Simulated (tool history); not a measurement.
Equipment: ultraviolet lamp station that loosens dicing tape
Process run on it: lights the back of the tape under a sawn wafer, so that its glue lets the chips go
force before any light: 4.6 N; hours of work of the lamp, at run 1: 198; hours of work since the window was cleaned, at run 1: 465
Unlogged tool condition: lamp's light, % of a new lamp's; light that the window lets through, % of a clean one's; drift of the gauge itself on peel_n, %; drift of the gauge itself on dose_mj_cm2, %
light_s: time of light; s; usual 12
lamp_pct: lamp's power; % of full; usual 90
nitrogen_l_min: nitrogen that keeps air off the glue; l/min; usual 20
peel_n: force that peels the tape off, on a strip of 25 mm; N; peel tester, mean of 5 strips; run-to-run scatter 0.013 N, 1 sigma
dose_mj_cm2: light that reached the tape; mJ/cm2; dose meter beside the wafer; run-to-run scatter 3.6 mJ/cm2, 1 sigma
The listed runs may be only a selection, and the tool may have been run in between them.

| run | hour | light_s | lamp_pct | nitrogen_l_min | hours of work of the lamp | hours of work since the window was cleaned | peel_n | dose_mj_cm2 |
|---|---|---|---|---|---|---|---|---|
| 1 | 0.0 | 12 | 90 | 20 | 198 | 465 | 0.724 | 525 |
| 2 | 19.7 | 12 | 90 | 20 | 213 | 480 | 0.738 | 518 |
| 3 | 42.2 | 12 | 90 | 20 | 229 | 497 | 0.734 | 509 |
| 4 | 70.1 | 12 | 90 | 20 | 250 | 518 | 0.795 | 507 |
| 5 | 98.0 | 12 | 90 | 16 | 271 | 539 | 0.891 | 505 |
| 6 | 113.7 | 12 | 90 | 16 | 283 | 551 | 0.844 | 505 |
| 7 | 133.0 | 12 | 74 | 16 | 298 | 565 | 1.130 | 415 |
| 8 | 150.1 | 12 | 74 | 16 | 310 | 578 | 1.110 | 404 |
| 9 | 168.7 | 12 | 74 | 16 | 324 | 592 | 1.147 | 400 |
| 10 | 198.0 | 12 | 74 | 16 | 346 | 614 | 1.172 | 402 |
| 11 | 230.3 | 12 | 62 | 21 | 371 | 638 | 1.308 | 335 |
| 12 | 247.6 | 9 | 65 | 8 | 384 | 651 | 2.235 | 258 |
|  | 261.4 | window cleaned of glue's vapour |
| 13 | 268.7 | 7 | 90 | 9 | 399 | 6 | 1.875 | 310 |
| 14 | 301.0 | 17 | 83 | 18 | 423 | 30 | 0.514 | 687 |
| 15 | 323.1 | 11 | 90 | 27 | 440 | 46 | 0.712 | 483 |
| 16 | 354.8 | 11 | 90 | 27 | 464 | 70 | 0.729 | 483 |
| 17 | 377.0 | 11 | 90 | 27 | 481 | 87 | 0.712 | 478 |
| 18 | 400.6 | 7 | 61 | 24 | 498 | 105 | 2.013 | 200 |

What differs in the tool's unlogged condition from the final listed run ahead of each entry between runs to the first listed run following it?
Runs 12 to 13: window cleaned of glue's vapour (hour 261.4)
  lamp's light, % of a new lamp's: 89.7 -> 89.3; light that the window lets through, % of a clean one's: 88.6 -> 99.8
  difference, measured minus the result without the unlogged condition, peel_n: +0.360 -> +0.184 N; dose_mj_cm2: -67 -> -38 mJ/cm2
